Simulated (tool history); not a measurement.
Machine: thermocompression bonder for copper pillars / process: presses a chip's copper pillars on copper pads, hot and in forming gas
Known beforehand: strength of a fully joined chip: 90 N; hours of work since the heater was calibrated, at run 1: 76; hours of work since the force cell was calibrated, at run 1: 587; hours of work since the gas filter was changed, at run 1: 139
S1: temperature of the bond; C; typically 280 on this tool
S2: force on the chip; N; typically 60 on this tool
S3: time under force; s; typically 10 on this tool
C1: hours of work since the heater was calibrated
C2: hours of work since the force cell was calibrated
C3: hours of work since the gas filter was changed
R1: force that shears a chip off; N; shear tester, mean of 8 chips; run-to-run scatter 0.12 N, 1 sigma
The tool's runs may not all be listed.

run    hour   S1  S2  S3    C1   C2   C3    R1
  1     0.0  280  60  10    76  587  139  33.9
  2    32.2  280  60   9   101  612  165  32.4
  3    56.6  280  60   9   120  631  184  32.3
  4    86.2  280  60  10   144  655  207  33.7
  5   109.7  301  60  10   162  673  226  44.3
  6   145.7  300  60  10   191  702  254  43.6
  7   169.7  300  60  10   210  721  273  43.5
  8   190.5  262  60  10   226  737  289  25.3
  9   231.8  280  60  13   259  770  322  36.9
      244.3  -- forming gas filter changed
 10   263.6  280  60  10   283  794   15  34.0
 11   300.8  280  87  10   312  824   45  49.2
 12   343.4  280  87  10   346  857   78  49.1
 13   373.1  280  87  10   370  881  102  48.5
 14   403.0  280  87  10   393  904  125  48.9
 15   436.1  280  87  10   419  930  151  48.6
 16   463.6  280  87  10   441  952  173  48.6
      475.7  -- force cell calibrated
 17   488.3  280  87  10   459   10  191  47.2
 18   520.2  280  87  10   484   35  216  47.1
 19   544.2  280  60  15   503   54  235  37.9
 20   571.1  280  60  12   524   75  257  34.8
 21   598.4  280  60  12   546   97  278  34.6
 22   636.9  263  61   6   576  127  308  20.2
 23   656.6  272  56  20   592  143  324  34.7
      670.2  -- forming gas filter changed
 24   693.5  288  88  16   621  171   18  60.3
 25   724.9  264  57  26   645  196   43  35.6
 26   762.4  272  70  26   675  226   73  48.5
 27   797.8  276  65  10   703  254  101  33.6
 28   839.7  276  41  10   736  287  134  19.9
 29   861.2  256  65  10   753  304  151  24.1
 30   904.6  256  65  10   787  338  185  24.1
 31   935.4  256  65  10   811  362  209  24.1
 32   963.6  278  63  21   833  384  231  43.7
 33   997.1  278  63  21   860  411  258  43.3
 34  1034.8  256  54  26   890  440  287  28.8
 35  1075.2  259  71  10   922  472  319  27.8
     1092.6  -- forming gas filter changed
 36  1098.9  265  71  28   940  491    5  46.0
 37  1132.3  265  71  28   966  517   31  45.8
 38  1156.1  284  86  14   985  536   50  54.8
 39  1197.8  257  49  13  1018  569   83  19.7
 40  1226.2  267  72  20  1040  591  105  42.2

Branching from run 40: 3 alternative next runs. What would each branch give?
  A  1253.9  280  81  10  1062  613  127   ?
  B  1253.9  280  60  11  1062  613  127   ?
  C  1253.9  290  40  27  1062  613  127   ?

run    R1
  A  44.0
  B  34.0
  C  35.9
The same runs, with their run-to-run variation unchanged, on a tool lacking any hidden condition would have given:
run    R1
  A  45.2
  B  34.9
  C  36.9
